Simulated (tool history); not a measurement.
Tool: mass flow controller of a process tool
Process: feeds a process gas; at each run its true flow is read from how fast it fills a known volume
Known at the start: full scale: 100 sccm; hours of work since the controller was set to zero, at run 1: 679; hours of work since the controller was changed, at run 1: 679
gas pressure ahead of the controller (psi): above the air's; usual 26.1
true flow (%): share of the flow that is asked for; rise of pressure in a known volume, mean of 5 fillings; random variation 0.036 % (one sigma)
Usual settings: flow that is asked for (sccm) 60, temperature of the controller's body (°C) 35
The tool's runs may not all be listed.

run	hour	flow that is asked for (sccm)	gas pressure ahead of the controller (psi)	temperature of the controller's body (°C)	hours of work since the controller was set to zero	hours of work since the controller was changed	true flow (%)
1	0	60	26.1	35	679	679	97.99
2	355.6	60	39	35	794	794	97.57
3	620	60	39	35	881	881	97.56
4	837.2	60	39	35	951	951	97.6
5	1123.4	60	26.1	35	1045	1045	97.93
6	1412.9	60	26.1	30	1139	1139	98.48
7	1627.3	32	26.1	35	1209	1209	96.98
8	1865.6	53	26.1	35	1286	1286	97.67
9	2040.7	60	29.3	35	1343	1343	97.75
10	2266.4	60	26.1	35	1417	1417	97.88
11	2529	16	26.1	35	1503	1503	95.51
12	2677	60	26.1	35	1551	1551	97.83
13	2850	48	26.1	35	1607	1607	97.46
14	3074.2	48	26.1	35	1680	1680	97.44
15	3415.9	48	26.1	35	1792	1792	97.4
16	3688.5	60	26.1	35	1880	1880	97.79
17	4019.2	60	26.1	35	1988	1988	97.8
18	4287.5	41	26.1	35	2075	2075	97.13
19	4464.1	60	26.1	35	2133	2133	97.75
20	4791.2	60	26.1	35	2240	2240	97.73
21	5094	60	26.1	35	2338	2338	97.69
22	5372.1	22	30.5	24	2429	2429	96.63
23	5644.6	81	26.1	28	2518	2518	99.13
24	5867.7	14	27.7	27	2590	2590	94.49
25	6076.5	32	27.4	37	2658	2658	96.02
26	6275.4	60	20.6	35	2723	2723	97.87
27	6460.7	14	39.3	20	2784	2784	94.77
28	6752	14	39.3	20	2878	2878	94.64
29	7013.3	61	24.1	35	2964	2964	97.74
30	7346.4	17	26.1	34	3072	3072	94.06
31	7581.3	17	26.1	34	3149	3149	94.01
32	7942.6	17	26.1	34	3266	3266	93.84
33	8132.5	17	26.1	34	3328	3328	93.77
34	8373.7	60	26.1	21	3407	3407	99.24
35	8600.7	27	39.7	21	3481	3481	96.65
36	8949.6	27	39.7	21	3594	3594	96.58
37	9098.2	31	40	23	3643	3643	96.82
38	9437.8	41	32.9	36	3753	3753	96.32
39	9714.2	51	28.4	24	3844	3844	98.37
40	9988.2	10	37.7	27	3933	3933	89.83
41	10139.4	82	26.1	23	3982	3982	99.74

5 ways to go on from here, each from the tool as it stands after run 41. What would each give?
A	10372.8	42	20.6	26	4058	4058	?
B	10372.8	57	26.1	24	4058	4058	?
C	10372.8	34	33.2	36	4058	4058	?
D	10372.8	30	26.1	35	4058	4058	?
E	10372.8	77	21.3	37	4058	4058	?

run	true flow (%)
A	97.76
B	98.67
C	95.63
D	95.5
E	98.05
Without the tool's hidden state the same runs would have given:
run	true flow (%)
A	99.09
B	99.43
C	97.48
D	97.7
E	98.39
